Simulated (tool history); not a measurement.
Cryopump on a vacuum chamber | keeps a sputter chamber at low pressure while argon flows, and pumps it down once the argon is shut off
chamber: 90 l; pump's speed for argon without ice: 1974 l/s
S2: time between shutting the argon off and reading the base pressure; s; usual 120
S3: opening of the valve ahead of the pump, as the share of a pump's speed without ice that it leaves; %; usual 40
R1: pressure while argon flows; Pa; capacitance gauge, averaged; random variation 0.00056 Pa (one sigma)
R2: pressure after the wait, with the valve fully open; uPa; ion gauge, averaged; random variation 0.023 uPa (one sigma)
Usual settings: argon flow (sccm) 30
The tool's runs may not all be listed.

run 1 day=0 | argon_flow_(sccm)=30 S2=120 S3=40 | R1=0.0672 R2=2.19
run 2 day=1.442 | argon_flow_(sccm)=30 S2=120 S3=40 | R1=0.0673 R2=2.22
run 3 day=4.171 | argon_flow_(sccm)=15 S2=120 S3=40 | R1=0.0332 R2=2.23
run 4 day=5.888 | argon_flow_(sccm)=15 S2=120 S3=40 | R1=0.033 R2=2.28
run 5 day=7.579 | argon_flow_(sccm)=30 S2=120 S3=40 | R1=0.0674 R2=2.28
run 6 day=9.979 | argon_flow_(sccm)=30 S2=120 S3=40 | R1=0.0678 R2=2.28
run 7 day=12.85 | argon_flow_(sccm)=30 S2=163 S3=40 | R1=0.0677 R2=2.2
run 8 day=15.342 | argon_flow_(sccm)=30 S2=163 S3=40 | R1=0.0689 R2=2.29
run 9 day=18.517 | argon_flow_(sccm)=30 S2=120 S3=40 | R1=0.0694 R2=2.5
run 10 day=20.208 | argon_flow_(sccm)=30 S2=120 S3=40 | R1=0.0695 R2=2.47
run 11 day=21.892 | argon_flow_(sccm)=30 S2=189 S3=40 | R1=0.0692 R2=2.31
-- day=23.533 pump warmed up, emptied and cooled again
run 12 day=24.05 | argon_flow_(sccm)=30 S2=189 S3=40 | R1=0.0644 R2=2.08
run 13 day=26.862 | argon_flow_(sccm)=30 S2=189 S3=40 | R1=0.0656 R2=2.13
run 14 day=29.379 | argon_flow_(sccm)=30 S2=165 S3=40 | R1=0.0658 R2=2.12
run 15 day=31.533 | argon_flow_(sccm)=30 S2=165 S3=40 | R1=0.0656 R2=2.2
run 16 day=34.083 | argon_flow_(sccm)=57 S2=147 S3=40 | R1=0.1259 R2=2.33
run 17 day=36.825 | argon_flow_(sccm)=57 S2=147 S3=40 | R1=0.1272 R2=2.3
run 18 day=39.033 | argon_flow_(sccm)=14 S2=34 S3=42 | R1=0.0294 R2=3.91
-- day=40.55 leaking fittings of the chamber tightened, without venting
run 19 day=40.742 | argon_flow_(sccm)=53 S2=120 S3=53 | R1=0.0898 R2=0.72
run 20 day=43.45 | argon_flow_(sccm)=31 S2=82 S3=17 | R1=0.1581 R2=1.06
run 21 day=45.929 | argon_flow_(sccm)=37 S2=244 S3=40 | R1=0.0832 R2=0.5
run 22 day=47.45 | argon_flow_(sccm)=20 S2=46 S3=17 | R1=0.103 R2=1.76
run 23 day=50.125 | argon_flow_(sccm)=19 S2=48 S3=23 | R1=0.0731 R2=1.61
run 24 day=52.5 | argon_flow_(sccm)=19 S2=48 S3=23 | R1=0.0726 R2=1.72
run 25 day=54.654 | argon_flow_(sccm)=27 S2=48 S3=46 | R1=0.0536 R2=1.69
run 26 day=56.312 | argon_flow_(sccm)=36 S2=75 S3=42 | R1=0.0788 R2=1.22
run 27 day=58.354 | argon_flow_(sccm)=30 S2=22 S3=40 | R1=0.0691 R2=3.52
run 28 day=59.712 | argon_flow_(sccm)=30 S2=233 S3=40 | R1=0.069 R2=0.62

Forecast each of these 4 alternatives for the next run:
run A day=61.917 | argon_flow_(sccm)=37 S2=22 S3=46 | R1=? R2=?
run B day=61.917 | argon_flow_(sccm)=15 S2=199 S3=25 | R1=? R2=?
run C day=61.917 | argon_flow_(sccm)=17 S2=32 S3=20 | R1=? R2=?
run D day=61.917 | argon_flow_(sccm)=30 S2=233 S3=40 | R1=? R2=?

run=A R1=0.0741 R2=3.4
run=B R1=0.0545 R2=0.69
run=C R1=0.0756 R2=2.51
run=D R1=0.0684 R2=0.67
Without the tool's hidden state the same runs would have given:
run=A R1=0.0685 R2=3.21
run=B R1=0.0523 R2=0.49
run=C R1=0.0731 R2=2.31
run=D R1=0.0639 R2=0.48

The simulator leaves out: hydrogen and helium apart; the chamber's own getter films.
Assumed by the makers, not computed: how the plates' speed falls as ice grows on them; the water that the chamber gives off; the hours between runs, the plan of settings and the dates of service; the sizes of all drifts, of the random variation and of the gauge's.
